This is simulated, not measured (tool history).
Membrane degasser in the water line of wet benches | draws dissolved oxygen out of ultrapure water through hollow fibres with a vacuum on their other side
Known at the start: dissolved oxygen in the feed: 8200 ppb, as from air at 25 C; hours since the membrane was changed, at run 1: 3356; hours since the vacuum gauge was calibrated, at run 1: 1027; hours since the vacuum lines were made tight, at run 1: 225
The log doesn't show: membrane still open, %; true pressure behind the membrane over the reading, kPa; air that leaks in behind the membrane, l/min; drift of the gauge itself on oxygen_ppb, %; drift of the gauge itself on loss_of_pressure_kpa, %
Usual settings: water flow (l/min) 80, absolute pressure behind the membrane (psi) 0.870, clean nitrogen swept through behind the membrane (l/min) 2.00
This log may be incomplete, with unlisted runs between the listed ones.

run      day  water flow (l/min)  absolute pressure behind the membrane (psi)  clean nitrogen swept through behind the membrane (l/min)  hours since the membrane was changed  hours since the vacuum gauge was calibrated  hours since the vacuum lines were made tight  dissolved oxygen in the water behind the degasser (ppb)  pressure that the water loses in the fibres (psi)
  1    0.000                  80                                        0.870                                                      2.00                                  3356                                         1027                                           225                                                    384.3                                              6.804
  2    2.788                  80                                        0.870                                                      2.00                                  3423                                         1094                                           292                                                    390.2                                              6.892
  3    5.842                  80                                        0.870                                                      2.00                                  3497                                         1168                                           366                                                    383.8                                              6.849
  4   10.800                  80                                        0.870                                                      2.00                                  3615                                         1287                                           485                                                    386.5                                              6.820
  5   16.179                  80                                        0.870                                                      2.00                                  3745                                         1416                                           614                                                    381.2                                              6.818
  6   21.729                  80                                        0.870                                                      2.00                                  3878                                         1549                                           747                                                    395.1                                              6.891
  7   26.538                  80                                        0.870                                                      2.00                                  3993                                         1664                                           862                                                    380.3                                              6.850
  8   30.908                  80                                        0.870                                                      1.70                                  4098                                         1769                                           967                                                    412.9                                              6.921
  9   35.971                  80                                        0.870                                                      1.70                                  4220                                         1891                                          1089                                                    408.2                                              6.946
 10   40.004                  80                                        0.870                                                      1.70                                  4316                                         1988                                          1186                                                    410.5                                              6.947
 11   46.017                  80                                        0.870                                                      1.70                                  4461                                         2132                                          1330                                                    413.8                                              6.947
 12   51.883                  80                                        0.870                                                      1.70                                  4602                                         2273                                          1471                                                    411.6                                              6.971
      55.029  -- gauge calibrated
 13   57.188                  80                                        0.870                                                      1.70                                  4729                                         2400                                          1598                                                    412.6                                              6.792
 14   60.608                  80                                        1.608                                                      1.70                                  4811                                         2482                                          1680                                                    821.5                                              6.811
 15   64.492                  51                                        0.777                                                      4.47                                  4904                                         2575                                          1773                                                    137.1                                              4.345
 16   70.454                  83                                        1.852                                                      1.33                                  5047                                         2718                                          1916                                                   1151.3                                              7.126
 17   74.667                  80                                        0.669                                                      2.85                                  5148                                         2820                                          2017                                                    252.4                                              6.856
 18   79.812                  80                                        0.669                                                      2.85                                  5272                                         2943                                          2141                                                    258.8                                              6.912
 19   85.454                  80                                        0.669                                                      2.85                                  5407                                         3078                                          2276                                                    254.2                                              6.928
 20   91.075                  80                                        0.669                                                      2.85                                  5542                                         3213                                          2411                                                    256.8                                              6.905
 21   96.492                  49                                        0.870                                                      2.01                                  5672                                         3343                                          2541                                                    217.8                                              4.261
 22  100.279                 108                                        1.427                                                      3.55                                  5763                                         3434                                          2632                                                    640.7                                              9.446
 23  102.754                  61                                        0.870                                                      2.00                                  5822                                         3494                                          2692                                                    282.2                                              5.307
 24  107.746                 122                                        0.870                                                      2.00                                  5942                                         3613                                          2811                                                    588.5                                             10.596
 25  111.021                  61                                        0.870                                                      4.91                                  6021                                         3692                                          2890                                                    190.4                                              5.356
 26  114.925                  53                                        0.870                                                      3.62                                  6114                                         3786                                          2984                                                    178.3                                              4.650

Below are 4 alternative next runs, each starting from the tool's condition after run 26. Predict each:
     117.204  -- gauge calibrated
  A  117.696                  80                                        1.379                                                      2.00                                  6181                                         3852                                          3050                                                        ?                                                  ?
     117.204  -- gauge calibrated
  B  117.696                  80                                        0.870                                                      2.39                                  6181                                         3852                                          3050                                                        ?                                                  ?
     117.204  -- gauge calibrated
  C  117.696                  51                                        0.840                                                      1.94                                  6181                                         3852                                          3050                                                        ?                                                  ?
     117.204  -- gauge calibrated
  D  117.696                  53                                        0.870                                                      2.66                                  6181                                         3852                                          3050                                                        ?                                                  ?

run  dissolved oxygen in the water behind the degasser (ppb)  pressure that the water loses in the fibres (psi)
  A                                                    630.5                                              6.744
  B                                                    351.0                                              6.795
  C                                                    225.9                                              4.321
  D                                                    210.7                                              4.474
The same runs, with their run-to-run variation unchanged, on a tool lacking any hidden condition would have given:
run  dissolved oxygen in the water behind the degasser (ppb)  pressure that the water loses in the fibres (psi)
  A                                                    630.1                                              6.740
  B                                                    350.6                                              6.791
  C                                                    225.6                                              4.318
  D                                                    210.4                                              4.472

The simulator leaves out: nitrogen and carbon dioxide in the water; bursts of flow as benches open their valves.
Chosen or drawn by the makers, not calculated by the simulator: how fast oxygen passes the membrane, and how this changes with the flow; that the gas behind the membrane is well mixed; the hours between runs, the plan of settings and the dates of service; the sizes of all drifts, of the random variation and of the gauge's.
